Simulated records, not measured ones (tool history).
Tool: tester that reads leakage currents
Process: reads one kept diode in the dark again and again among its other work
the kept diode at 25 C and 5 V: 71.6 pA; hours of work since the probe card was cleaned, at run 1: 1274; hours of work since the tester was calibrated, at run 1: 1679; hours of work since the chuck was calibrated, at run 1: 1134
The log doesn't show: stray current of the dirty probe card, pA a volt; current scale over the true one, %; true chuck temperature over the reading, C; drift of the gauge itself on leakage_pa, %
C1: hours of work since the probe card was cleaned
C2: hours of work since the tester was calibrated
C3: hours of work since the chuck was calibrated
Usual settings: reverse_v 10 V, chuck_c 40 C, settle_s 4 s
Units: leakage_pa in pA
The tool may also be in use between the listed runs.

run 1 hour=0 | reverse_v=10 chuck_c=40 settle_s=4 | C1=1274 C2=1679 C3=1134 | leakage_pa=435.68
run 2 hour=71.6 | reverse_v=10 chuck_c=40 settle_s=4 | C1=1324 C2=1729 C3=1184 | leakage_pa=435.63
run 3 hour=113.2 | reverse_v=1.5 chuck_c=40 settle_s=4 | C1=1354 C2=1759 C3=1214 | leakage_pa=157.4
run 4 hour=171.6 | reverse_v=1.5 chuck_c=40 settle_s=4 | C1=1395 C2=1800 C3=1255 | leakage_pa=158.75
run 5 hour=215.1 | reverse_v=1.5 chuck_c=40 settle_s=4 | C1=1426 C2=1830 C3=1286 | leakage_pa=158.51
run 6 hour=251 | reverse_v=10 chuck_c=40 settle_s=4 | C1=1451 C2=1856 C3=1311 | leakage_pa=440.17
run 7 hour=318.3 | reverse_v=10 chuck_c=40 settle_s=0.84 | C1=1498 C2=1903 C3=1358 | leakage_pa=443.65
run 8 hour=349.2 | reverse_v=13.4 chuck_c=40 settle_s=4 | C1=1520 C2=1925 C3=1380 | leakage_pa=522.49
run 9 hour=404.2 | reverse_v=13.4 chuck_c=40 settle_s=4 | C1=1559 C2=1964 C3=1419 | leakage_pa=523.62
-- hour=419.4 probe card cleaned and baked
run 10 hour=451.2 | reverse_v=13.4 chuck_c=40 settle_s=4 | C1=22 C2=1995 C3=1450 | leakage_pa=483.53
run 11 hour=511.2 | reverse_v=10 chuck_c=40 settle_s=4 | C1=65 C2=2037 C3=1492 | leakage_pa=414.74
run 12 hour=566.5 | reverse_v=10 chuck_c=40 settle_s=4 | C1=104 C2=2076 C3=1531 | leakage_pa=415.74
run 13 hour=627.7 | reverse_v=10 chuck_c=40 settle_s=4 | C1=147 C2=2119 C3=1575 | leakage_pa=417.37
run 14 hour=687.5 | reverse_v=10 chuck_c=40 settle_s=4 | C1=189 C2=2162 C3=1617 | leakage_pa=419.33
run 15 hour=725.6 | reverse_v=10 chuck_c=40 settle_s=4 | C1=216 C2=2188 C3=1644 | leakage_pa=420.67
-- hour=733.8 tester calibrated
run 16 hour=791.5 | reverse_v=10 chuck_c=40 settle_s=4 | C1=261 C2=41 C3=1689 | leakage_pa=423.32
run 17 hour=866.5 | reverse_v=10 chuck_c=40 settle_s=4 | C1=314 C2=94 C3=1742 | leakage_pa=427.3
run 18 hour=912 | reverse_v=10 chuck_c=40 settle_s=4 | C1=346 C2=126 C3=1774 | leakage_pa=425.88
-- hour=946.3 tester calibrated, once more
run 19 hour=986.1 | reverse_v=10 chuck_c=25 settle_s=4 | C1=397 C2=28 C3=1825 | leakage_pa=114.93
run 20 hour=1028.3 | reverse_v=10 chuck_c=25 settle_s=4 | C1=427 C2=58 C3=1854 | leakage_pa=115.64
run 21 hour=1094.9 | reverse_v=10 chuck_c=37 settle_s=2.01 | C1=474 C2=105 C3=1901 | leakage_pa=329.98
run 22 hour=1166.5 | reverse_v=10 chuck_c=45 settle_s=4.12 | C1=524 C2=155 C3=1952 | leakage_pa=639.09
run 23 hour=1213.3 | reverse_v=1.9 chuck_c=43 settle_s=1.26 | C1=557 C2=188 C3=1985 | leakage_pa=228.8
run 24 hour=1281.4 | reverse_v=4.3 chuck_c=22 settle_s=6.6 | C1=605 C2=236 C3=2033 | leakage_pa=57.24
run 25 hour=1318.1 | reverse_v=1.8 chuck_c=32 settle_s=2.19 | C1=631 C2=262 C3=2059 | leakage_pa=86.99
run 26 hour=1368.1 | reverse_v=1.8 chuck_c=32 settle_s=2.19 | C1=666 C2=298 C3=2094 | leakage_pa=87.5
run 27 hour=1420.5 | reverse_v=2.4 chuck_c=56 settle_s=0.47 | C1=703 C2=334 C3=2131 | leakage_pa=733.1
run 28 hour=1496 | reverse_v=2.4 chuck_c=56 settle_s=0.47 | C1=757 C2=388 C3=2184 | leakage_pa=738.69
run 29 hour=1530.4 | reverse_v=2.4 chuck_c=56 settle_s=0.91 | C1=781 C2=412 C3=2208 | leakage_pa=737.32
run 30 hour=1562.8 | reverse_v=13.5 chuck_c=21 settle_s=0.91 | C1=804 C2=435 C3=2231 | leakage_pa=106.1
run 31 hour=1616.3 | reverse_v=1.7 chuck_c=39 settle_s=5.38 | C1=841 C2=473 C3=2269 | leakage_pa=155.73
run 32 hour=1685.1 | reverse_v=1.7 chuck_c=39 settle_s=5.38 | C1=890 C2=521 C3=2318 | leakage_pa=157.01
run 33 hour=1735.1 | reverse_v=10 chuck_c=33 settle_s=1.64 | C1=925 C2=556 C3=2353 | leakage_pa=243.35
run 34 hour=1787.8 | reverse_v=18 chuck_c=40 settle_s=1.31 | C1=962 C2=594 C3=2390 | leakage_pa=602.64
run 35 hour=1849.4 | reverse_v=18 chuck_c=40 settle_s=1.31 | C1=1006 C2=637 C3=2434 | leakage_pa=604.59
-- hour=1883.6 chuck's temperature calibrated
run 36 hour=1911.9 | reverse_v=18 chuck_c=40 settle_s=1.31 | C1=1049 C2=680 C3=20 | leakage_pa=572.61
run 37 hour=1957.7 | reverse_v=1.6 chuck_c=30 settle_s=6.87 | C1=1081 C2=712 C3=52 | leakage_pa=66.33
run 38 hour=2005.2 | reverse_v=2.2 chuck_c=30 settle_s=4.48 | C1=1114 C2=746 C3=86 | leakage_pa=78.93
run 39 hour=2051.3 | reverse_v=13.4 chuck_c=30 settle_s=8.93 | C1=1147 C2=778 C3=118 | leakage_pa=217.13

Hidden state at the last listed run before each entry between runs and at the first one after, where it differs:
Between runs 9 and 10: probe card cleaned and baked (hour 419.4)
  stray current of the dirty probe card, pA a volt: 2.963 -> 0.065; current scale over the true one, %: 0.6 -> 0.61; true chuck temperature over the reading, C: 0.41 -> 0.42
  measured less the result without the state, leakage_pa: +59.39 -> +20.51 pA
Between runs 15 and 16: tester calibrated (hour 733.8)
  stray current of the dirty probe card, pA a volt: 0.404 -> 0.487; current scale over the true one, %: 0.66 -> 1.14; true chuck temperature over the reading, C: 0.46 -> 0.47
  measured less the result without the state, leakage_pa: +22.73 -> +25.87 pA
Between runs 18 and 19: tester calibrated, once more (hour 946.3)
  stray current of the dirty probe card, pA a volt: 0.631 -> 0.721; current scale over the true one, %: 1.16 -> 0.03; true chuck temperature over the reading, C: 0.49 -> 0.5
  measured less the result without the state, leakage_pa: +28.07 -> +12.01 pA
Between runs 35 and 36: chuck's temperature calibrated (hour 1883.6)
  stray current of the dirty probe card, pA a volt: 1.762 -> 1.838; current scale over the true one, %: 0.2 -> 0.21; true chuck temperature over the reading, C: 0.63 -> 0
  measured less the result without the state, leakage_pa: +62.74 -> +33.71 pA

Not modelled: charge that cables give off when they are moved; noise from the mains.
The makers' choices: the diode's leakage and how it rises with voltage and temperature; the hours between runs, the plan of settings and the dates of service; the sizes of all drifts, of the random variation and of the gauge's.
